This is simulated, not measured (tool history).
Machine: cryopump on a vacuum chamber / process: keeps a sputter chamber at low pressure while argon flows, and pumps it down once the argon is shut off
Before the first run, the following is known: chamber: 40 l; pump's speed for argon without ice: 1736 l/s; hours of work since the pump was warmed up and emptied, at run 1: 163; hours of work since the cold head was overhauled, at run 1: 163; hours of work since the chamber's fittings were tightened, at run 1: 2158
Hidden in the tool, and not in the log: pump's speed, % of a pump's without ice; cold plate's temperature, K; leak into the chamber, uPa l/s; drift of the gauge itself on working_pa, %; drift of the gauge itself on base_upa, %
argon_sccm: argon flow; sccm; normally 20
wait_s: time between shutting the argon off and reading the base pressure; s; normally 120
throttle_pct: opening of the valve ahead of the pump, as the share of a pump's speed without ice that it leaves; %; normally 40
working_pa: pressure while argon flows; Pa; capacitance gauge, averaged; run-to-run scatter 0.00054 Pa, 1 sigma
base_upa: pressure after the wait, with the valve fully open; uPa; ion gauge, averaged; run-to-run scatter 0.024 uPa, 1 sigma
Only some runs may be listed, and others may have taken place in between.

run,hour,argon_sccm,wait_s,throttle_pct,hours of work since the pump was warmed up and emptied,hours of work since the cold head was overhauled,hours of work since the chamber's fittings were tightened,working_pa,base_upa
1,0.0,20,120,40,163,163,2158,0.0500,1.05
2,9.6,20,33,40,169,169,2165,0.0494,2.86
3,19.6,20,33,40,175,175,2171,0.0504,2.86
4,31.9,20,33,40,183,183,2178,0.0495,3.01
5,45.9,20,33,40,192,192,2187,0.0502,2.92
6,59.1,13,97,40,200,200,2195,0.0326,1.17
7,76.4,20,120,18,211,211,2206,0.1084,1.06
8,93.6,8,32,27,221,221,2217,0.0291,3.02
9,111.0,34,120,18,232,232,2228,0.1859,1.10
10,121.5,34,120,18,239,239,2234,0.1852,1.03

Branching from run 10: 5 alternative next runs. What would each branch give?
A,137.2,28,192,39,249,249,2244,?,?
B,137.2,34,21,28,249,249,2244,?,?
C,137.2,16,27,34,249,249,2244,?,?
D,137.2,9,71,16,249,249,2244,?,?
E,137.2,34,120,23,249,249,2244,?,?

run,working_pa,base_upa
A,0.0727,0.75
B,0.1195,4.31
C,0.0464,3.56
D,0.0556,1.62
E,0.1468,1.05
Stripped of hidden state, with their random variation kept, the same runs would have yielded:
run,working_pa,base_upa
A,0.0711,0.59
B,0.1176,4.16
C,0.0455,3.40
D,0.0551,1.46
E,0.1449,0.89

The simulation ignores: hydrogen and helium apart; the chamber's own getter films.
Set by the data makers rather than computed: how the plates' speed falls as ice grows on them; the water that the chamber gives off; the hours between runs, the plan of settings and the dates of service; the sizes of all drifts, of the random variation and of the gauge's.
